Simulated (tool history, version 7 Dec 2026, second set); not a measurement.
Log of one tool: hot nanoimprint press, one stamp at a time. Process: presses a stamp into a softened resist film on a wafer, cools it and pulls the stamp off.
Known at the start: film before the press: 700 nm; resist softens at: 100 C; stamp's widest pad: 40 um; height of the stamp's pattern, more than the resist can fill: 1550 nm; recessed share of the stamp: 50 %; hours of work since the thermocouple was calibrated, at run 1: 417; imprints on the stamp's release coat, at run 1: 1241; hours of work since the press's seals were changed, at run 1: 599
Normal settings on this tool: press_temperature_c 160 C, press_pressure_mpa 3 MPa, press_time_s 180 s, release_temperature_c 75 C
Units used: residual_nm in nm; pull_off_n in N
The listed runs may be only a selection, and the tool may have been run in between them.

| run | day | press_temperature_c | press_pressure_mpa | press_time_s | release_temperature_c | hours of work since the thermocouple was calibrated | imprints on the stamp's release coat | hours of work since the press's seals were changed | residual_nm | pull_off_n |
|---|---|---|---|---|---|---|---|---|---|---|
| 1 | 0 | 160 | 3 | 180 | 75 | 417 | 1241 | 599 | 248.2 | 136 |
| 2 | 1.954 | 160 | 3 | 180 | 75 | 453 | 1381 | 635 | 243.5 | 145 |
|  | 3.717 | stamp cleaned and given a new release coat |
| 3 | 5.967 | 160 | 3 | 180 | 75 | 523 | 161 | 705 | 241.2 | 96 |
|  | 8.104 | plate thermocouple calibrated |
| 4 | 8.45 | 160 | 3 | 225 | 75 | 6 | 331 | 748 | 207.3 | 101 |
| 5 | 10.488 | 160 | 3 | 225 | 75 | 44 | 477 | 786 | 206.3 | 101 |
| 6 | 14.479 | 160 | 3 | 180 | 75 | 118 | 763 | 860 | 220 | 109 |
| 7 | 16.671 | 160 | 3 | 180 | 75 | 159 | 920 | 901 | 220.3 | 115 |
| 8 | 19.383 | 160 | 3.11 | 180 | 75 | 209 | 1115 | 951 | 213.7 | 121 |
| 9 | 21.108 | 160 | 3.11 | 180 | 75 | 241 | 1239 | 983 | 214.8 | 130 |
| 10 | 23.021 | 160 | 3 | 180 | 67 | 277 | 1376 | 1019 | 215.9 | 154 |
|  | 23.725 | plate thermocouple calibrated, once more |
|  | 24.958 | stamp cleaned and given a new release coat |
| 11 | 26.358 | 160 | 3 | 180 | 67 | 44 | 101 | 1074 | 263.6 | 119 |
|  | 29.046 | press's hydraulic seals changed and the load cell set to zero |
| 12 | 30.717 | 160 | 3 | 180 | 67 | 119 | 390 | 31 | 256.5 | 129 |
| 13 | 34.6 | 160 | 3 | 180 | 75 | 191 | 668 | 103 | 246.2 | 117 |
| 14 | 37.821 | 160 | 3 | 180 | 75 | 251 | 899 | 163 | 247.2 | 121 |
| 15 | 40.658 | 160 | 3 | 180 | 75 | 303 | 1103 | 215 | 246 | 128 |
| 16 | 42.979 | 172 | 3.22 | 121 | 75 | 346 | 1269 | 258 | 141.3 | 136 |
| 17 | 45.104 | 150 | 4.07 | 204 | 78 | 386 | 1422 | 298 | 357.3 | 127 |
|  | 46.308 | stamp cleaned and given a new release coat |
| 18 | 49.404 | 150 | 4.07 | 204 | 78 | 461 | 223 | 373 | 351.4 | 84 |
| 19 | 51.608 | 150 | 4.07 | 204 | 78 | 502 | 381 | 414 | 349.1 | 91 |
| 20 | 54.258 | 157 | 3 | 180 | 75 | 551 | 571 | 463 | 274.1 | 105 |
|  | 54.833 | plate thermocouple calibrated |
| 21 | 56.188 | 157 | 3 | 180 | 75 | 25 | 700 | 497 | 316.1 | 116 |
| 22 | 60.262 | 156 | 3.99 | 180 | 75 | 101 | 993 | 572 | 286.9 | 128 |
| 23 | 62.371 | 156 | 3.99 | 180 | 75 | 140 | 1144 | 611 | 289.8 | 133 |
| 24 | 66.308 | 160 | 2.88 | 119 | 81 | 213 | 1427 | 684 | 303.4 | 119 |
|  | 67.392 | stamp cleaned and given a new release coat |
| 25 | 69.288 | 151 | 3 | 102 | 78 | 264 | 135 | 735 | 484.7 | 87 |
| 26 | 71.583 | 164 | 3.1 | 131 | 70 | 306 | 300 | 777 | 221.5 | 113 |
| 27 | 73.508 | 164 | 2.91 | 131 | 71 | 342 | 438 | 813 | 226.5 | 118 |
| 28 | 77.496 | 150 | 3.75 | 180 | 68 | 416 | 724 | 887 | 392.8 | 138 |
| 29 | 80.35 | 149 | 2.01 | 221 | 82 | 469 | 929 | 940 | 475.1 | 98 |

A few steps of residual_nm between consecutive runs. Split each: what settings, incoming material and random variation would produce without the hidden state, and what is left over for the hidden state, along with gauge scatter present in only one of the two compared results (measured, and without hidden state):
Hidden state at play: true temperature over the reading, C; pressure that arrives at the usual setting, %; grip of the stamp's worn release coat, % over a new coat's; drift of the gauge itself on residual_nm, %; drift of the gauge itself on pull_off_n, %.
Run 10 -> 11: plate thermocouple calibrated, once more, stamp cleaned and given a new release coat. residual_nm +47.7 nm: hidden state +49.4, all else -1.7.
Run 16 -> 17: press_temperature_c 172 -> 150, press_pressure_mpa 3.22 -> 4.07, press_time_s 121 -> 204, release_temperature_c 75 -> 78. residual_nm +216 nm: hidden state -25.3, all else +241.3.
Run 20 -> 21: plate thermocouple calibrated. residual_nm +42 nm: hidden state +41, all else +1.
Run 25 -> 26: press_temperature_c 151 -> 164, press_pressure_mpa 3 -> 3.1, press_time_s 102 -> 131, release_temperature_c 78 -> 70. residual_nm -263.2 nm: hidden state +5.1, all else -268.3.
